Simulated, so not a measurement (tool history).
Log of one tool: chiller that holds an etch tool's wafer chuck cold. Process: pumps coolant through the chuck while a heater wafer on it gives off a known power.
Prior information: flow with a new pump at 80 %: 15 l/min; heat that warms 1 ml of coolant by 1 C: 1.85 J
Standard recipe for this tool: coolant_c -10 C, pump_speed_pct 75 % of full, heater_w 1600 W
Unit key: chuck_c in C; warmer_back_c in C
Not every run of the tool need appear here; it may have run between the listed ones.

Run 1, day 0: usual settings. Result: chuck_c 1.7 C, warmer_back_c 3.75 C.
Run 2, day 5.046: usual settings. Result: chuck_c 2 C, warmer_back_c 3.75 C.
Run 3, day 9.488: usual settings. Result: chuck_c 2 C, warmer_back_c 3.71 C.
At day 14.529: coolant changed, channels flushed.
Run 4, day 18: usual settings. Result: chuck_c 1.2 C, warmer_back_c 3.73 C.
Run 5, day 22.796: usual settings. Result: chuck_c 1.5 C, warmer_back_c 3.75 C.
Run 6, day 29.083: usual settings. Result: chuck_c 1.4 C, warmer_back_c 3.78 C.
Run 7, day 37.104: usual settings. Result: chuck_c 1.6 C, warmer_back_c 3.75 C.
Run 8, day 44.038: usual settings. Result: chuck_c 1.7 C, warmer_back_c 3.83 C.
Run 9, day 49.808: usual settings. Result: chuck_c 1.4 C, warmer_back_c 3.88 C.
Run 10, day 55.754: usual settings. Result: chuck_c 1.8 C, warmer_back_c 3.84 C.
Run 11, day 60.633: usual settings but pump_speed_pct 88 % of full. Result: chuck_c 0.5 C, warmer_back_c 3.29 C.
Run 12, day 68.054: usual settings but pump_speed_pct 88 % of full. Result: chuck_c 0.6 C, warmer_back_c 3.24 C.
Run 13, day 72.071: usual settings but coolant_c 0 C. Result: chuck_c 11.8 C, warmer_back_c 3.95 C.
Run 14, day 77.262: usual settings. Result: chuck_c 1.9 C, warmer_back_c 3.85 C.
At day 81.425: chiller's thermometer calibrated.
Run 15, day 83.471: usual settings but coolant_c -5 C. Result: chuck_c 6.2 C, warmer_back_c 3.9 C.
Run 16, day 91.638: usual settings but coolant_c -5 C, heater_w 964 W. Result: chuck_c 1.8 C, warmer_back_c 2.36 C.
Run 17, day 98.975: usual settings but coolant_c -5 C, heater_w 964 W. Result: chuck_c 2 C, warmer_back_c 2.38 C.
Run 18, day 106.425: usual settings but coolant_c -5 C, pump_speed_pct 93 % of full, heater_w 1397 W. Result: chuck_c 3.7 C, warmer_back_c 2.79 C.
Run 19, day 109.971: usual settings but coolant_c -5 C, pump_speed_pct 93 % of full, heater_w 1397 W. Result: chuck_c 3.7 C, warmer_back_c 2.76 C.
Run 20, day 115.592: usual settings but coolant_c -4 C, pump_speed_pct 77 % of full, heater_w 1368 W. Result: chuck_c 5.7 C, warmer_back_c 3.35 C.
Run 21, day 119.133: usual settings but coolant_c -4 C, pump_speed_pct 77 % of full, heater_w 1368 W. Result: chuck_c 5.8 C, warmer_back_c 3.32 C.
Run 22, day 123.825: usual settings but coolant_c -13 C, pump_speed_pct 61 % of full, heater_w 2325 W. Result: chuck_c 6.6 C, warmer_back_c 7.26 C.
Run 23, day 128.35: usual settings but coolant_c -2 C, pump_speed_pct 94 % of full, heater_w 2108 W. Result: chuck_c 11.2 C, warmer_back_c 4.16 C.
Run 24, day 136.654: usual settings but coolant_c 0 C. Result: chuck_c 11.9 C, warmer_back_c 4.05 C.
Run 25, day 144.746: usual settings but coolant_c -11 C, pump_speed_pct 65 % of full. Result: chuck_c 2.2 C, warmer_back_c 4.7 C.
Run 26, day 150.658: usual settings but coolant_c -11 C, pump_speed_pct 65 % of full. Result: chuck_c 2.4 C, warmer_back_c 4.75 C.
Run 27, day 158.879: usual settings but coolant_c -14 C, pump_speed_pct 72 % of full. Result: chuck_c -1.7 C, warmer_back_c 4.23 C.
Run 28, day 163.367: usual settings but coolant_c -3 C, pump_speed_pct 64 % of full, heater_w 1366 W. Result: chuck_c 8.6 C, warmer_back_c 4.13 C.
Run 29, day 171.371: usual settings but coolant_c -12 C, pump_speed_pct 82 % of full, heater_w 1195 W. Result: chuck_c -3.4 C, warmer_back_c 2.74 C.
Run 30, day 179.608: usual settings but coolant_c -14 C, pump_speed_pct 76 % of full, heater_w 802 W. Result: chuck_c -7.7 C, warmer_back_c 2.03 C.
Run 31, day 184.496: usual settings but coolant_c -14 C, pump_speed_pct 76 % of full, heater_w 802 W. Result: chuck_c -7.7 C, warmer_back_c 2.05 C.

What does the tool deliver on the next run?
Run 32, day 191.108: usual settings but coolant_c -14 C, pump_speed_pct 76 % of full, heater_w 1755 W. Result: chuck_c ?, warmer_back_c ?.

Logged for run 32: chuck_c -0.7 C, warmer_back_c 4.51 C.
With the hidden condition absent and the run-to-run variation left alone, this run would have shown chuck_c -2.7 C, warmer_back_c 4.02 C.
